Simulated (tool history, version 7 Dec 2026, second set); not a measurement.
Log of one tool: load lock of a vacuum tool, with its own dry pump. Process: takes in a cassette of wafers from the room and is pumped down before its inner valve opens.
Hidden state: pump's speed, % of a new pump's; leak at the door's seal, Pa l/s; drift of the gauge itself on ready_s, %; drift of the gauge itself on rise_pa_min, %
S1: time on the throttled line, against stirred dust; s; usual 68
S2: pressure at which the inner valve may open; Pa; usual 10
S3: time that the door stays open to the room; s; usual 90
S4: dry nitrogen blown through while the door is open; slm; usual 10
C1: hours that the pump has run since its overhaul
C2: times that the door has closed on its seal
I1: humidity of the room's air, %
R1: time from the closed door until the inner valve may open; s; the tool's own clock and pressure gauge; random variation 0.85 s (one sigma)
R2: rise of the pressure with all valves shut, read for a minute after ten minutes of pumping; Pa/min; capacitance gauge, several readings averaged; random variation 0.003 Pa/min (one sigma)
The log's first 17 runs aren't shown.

run     hour   S1  S2   S3  S4    C1     C2    I1     R1     R2
 18   6364.2   68  16   90  10  7960   7098  47.2  137.0  0.062
 19   6674.5   54  14   90  37  8270   7964  45.6  127.8  0.045
 20   7194.6   54  14   90  10  8790   9417  45.1  128.4  0.074
 21   7666.8   68  10   90  12  9263  10736  44.8  144.4  0.070
      7941.7  -- dry pump taken out, an overhauled one fitted
 22   8196.1   68  18  104  10   254  12198  47.3  130.8  0.081
 23   8565.4   95  10   73  37   624  13230  44.9  160.5  0.064
 24   9064.1   68  10   90  11  1122  14623  45.4  138.1  0.088
 25   9589.0   68  10   90  11  1647  16089  47.1  137.6  0.098
 26   9847.1   47  12   90  10  1905  16810  45.8  118.4  0.103
 27  10085.8  117  10   40  10  2144  17477  45.2  177.5  0.094
 28  10606.2   68  16   50  10  2665  18931  47.4  135.2  0.113
 29  10843.1   49  12   37  44  2901  19593  45.8  120.9  0.090
 30  11397.2   68  10  229  45  3456  21141  45.7  138.7  0.108
 31  11841.0   68   8   90  28  3899  22380  46.8  142.7  0.114
 32  12373.0   68  18   30   8  4431  23866  46.5  135.4  0.128
 33  12645.2   68   7   90  10  4704  24627  43.5  143.4  0.140
 34  13038.8   68   7   90  10  5097  25726  47.3  143.9  0.153
 35  13507.7   68   7   90  10  5566  27036  41.4  145.1  0.152
 36  13944.5   68   7   37  14  6003  28256  44.0  144.8  0.153

Forecast each of these 4 alternatives for the next run:
  A  14416.2   68  10  184  29  6475  29574  45.0   ?   ?
  B  14416.2   83  20   40  10  6475  29574  46.4   ?   ?
  C  14416.2   68  13  180   6  6475  29574  45.2   ?   ?
  D  14416.2  125  19   90  35  6475  29574  47.4   ?   ?

run     R1     R2
  A  140.3  0.162
  B  146.6  0.159
  C  138.2  0.193
  D  180.3  0.154
Without the tool's hidden state the same runs would have given:
run     R1     R2
  A  134.7  0.028
  B  141.7  0.029
  C  132.5  0.063
  D  176.0  0.021
